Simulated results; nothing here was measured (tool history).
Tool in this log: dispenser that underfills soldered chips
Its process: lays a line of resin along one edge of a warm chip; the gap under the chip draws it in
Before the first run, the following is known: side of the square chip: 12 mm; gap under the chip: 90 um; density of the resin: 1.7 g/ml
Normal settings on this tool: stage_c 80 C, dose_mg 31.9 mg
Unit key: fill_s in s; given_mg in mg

Run 1, hour 0: usual settings. Result: fill_s 74.9 s, given_mg 30.9 mg.
At hour 1.9: new syringe of resin.
Run 2, hour 4.2: usual settings. Result: fill_s 47.3 s, given_mg 30.72 mg.
Run 3, hour 7.3: usual settings. Result: fill_s 56.4 s, given_mg 30.59 mg.
Run 4, hour 9.9: usual settings. Result: fill_s 63.1 s, given_mg 30.7 mg.
Run 5, hour 12.6: usual settings. Result: fill_s 72.7 s, given_mg 30.88 mg.
At hour 14.8: new syringe of resin.
Run 6, hour 15.2: usual settings but stage_c 82 C. Result: fill_s 37.9 s, given_mg 30.81 mg.
Run 7, hour 18.4: usual settings but stage_c 82 C, dose_mg 37.7 mg. Result: fill_s 44.5 s, given_mg 36.19 mg.
Run 8, hour 21.5: usual settings but stage_c 82 C, dose_mg 37.7 mg. Result: fill_s 50.5 s, given_mg 36.17 mg.
Run 9, hour 24.5: usual settings but stage_c 82 C, dose_mg 37.7 mg. Result: fill_s 58.9 s, given_mg 36.05 mg.
At hour 27.7: new syringe of resin.
Run 10, hour 28.9: usual settings but dose_mg 41 mg. Result: fill_s 42.6 s, given_mg 38.94 mg.
Run 11, hour 32.7: usual settings but dose_mg 41 mg. Result: fill_s 51.7 s, given_mg 38.78 mg.
Run 12, hour 35.2: usual settings but dose_mg 41 mg. Result: fill_s 59.5 s, given_mg 38.71 mg.
Run 13, hour 38.8: usual settings. Result: fill_s 72 s, given_mg 30.15 mg.
At hour 40.6: new syringe of resin.
Run 14, hour 42.3: usual settings but stage_c 71 C, dose_mg 37.1 mg. Result: fill_s 69.7 s, given_mg 35.01 mg.
Run 15, hour 46.6: usual settings but stage_c 83 C, dose_mg 27.4 mg. Result: fill_s 51.2 s, given_mg 25.63 mg.
Run 16, hour 49.4: usual settings but stage_c 94 C, dose_mg 41.1 mg. Result: fill_s 32.9 s, given_mg 38.75 mg.
At hour 53.4: new syringe of resin.
Run 17, hour 54.5: usual settings but stage_c 94 C, dose_mg 41.1 mg. Result: fill_s 22.4 s, given_mg 38.7 mg.
Run 18, hour 59.4: usual settings but stage_c 73 C, dose_mg 35.8 mg. Result: fill_s 78.9 s, given_mg 33.53 mg.
Run 19, hour 62.3: usual settings but stage_c 73 C, dose_mg 35.8 mg. Result: fill_s 92.6 s, given_mg 33.6 mg.
At hour 66.2: new syringe of resin.
Run 20, hour 66.8: usual settings but stage_c 71 C, dose_mg 35 mg. Result: fill_s 67 s, given_mg 32.88 mg.
Run 21, hour 70.6: usual settings but stage_c 66 C. Result: fill_s 106.2 s, given_mg 29.86 mg.
Run 22, hour 73.2: usual settings but stage_c 71 C, dose_mg 35.2 mg. Result: fill_s 90.5 s, given_mg 33.03 mg.
Run 23, hour 76.5: usual settings but stage_c 67 C, dose_mg 40.2 mg. Result: fill_s 130.2 s, given_mg 37.33 mg.
At hour 79.2: new syringe of resin.
Run 24, hour 81.8: usual settings but stage_c 76 C, dose_mg 38.5 mg. Result: fill_s 55.6 s, given_mg 35.73 mg.
Run 25, hour 86: usual settings but stage_c 76 C, dose_mg 38.5 mg. Result: fill_s 69.1 s, given_mg 35.71 mg.
Run 26, hour 88.3: usual settings but stage_c 68 C, dose_mg 35.5 mg. Result: fill_s 114.4 s, given_mg 32.86 mg.

Consider 3 possible next runs. They are alternatives, not a sequence: every one starts from the tool as it was left by run 26. What does each give?
At hour 92.2: new syringe of resin.
Run A, hour 92.6: usual settings but dose_mg 33.9 mg. Result: fill_s ?, given_mg ?.
At hour 92.2: new syringe of resin.
Run B, hour 92.6: usual settings but stage_c 89 C. Result: fill_s ?, given_mg ?.
At hour 92.2: new syringe of resin.
Run C, hour 92.6: usual settings but stage_c 68 C, dose_mg 36.5 mg. Result: fill_s ?, given_mg ?.

run  fill_s  given_mg
  A    41.8     31.25
  B    28.3      29.4
  C    74.8     33.86
The same runs, with their run-to-run variation unchanged, on a tool lacking any hidden condition would have given:
run  fill_s  given_mg
  A    43.7     33.74
  B    29.4     31.76
  C    78.9     36.55
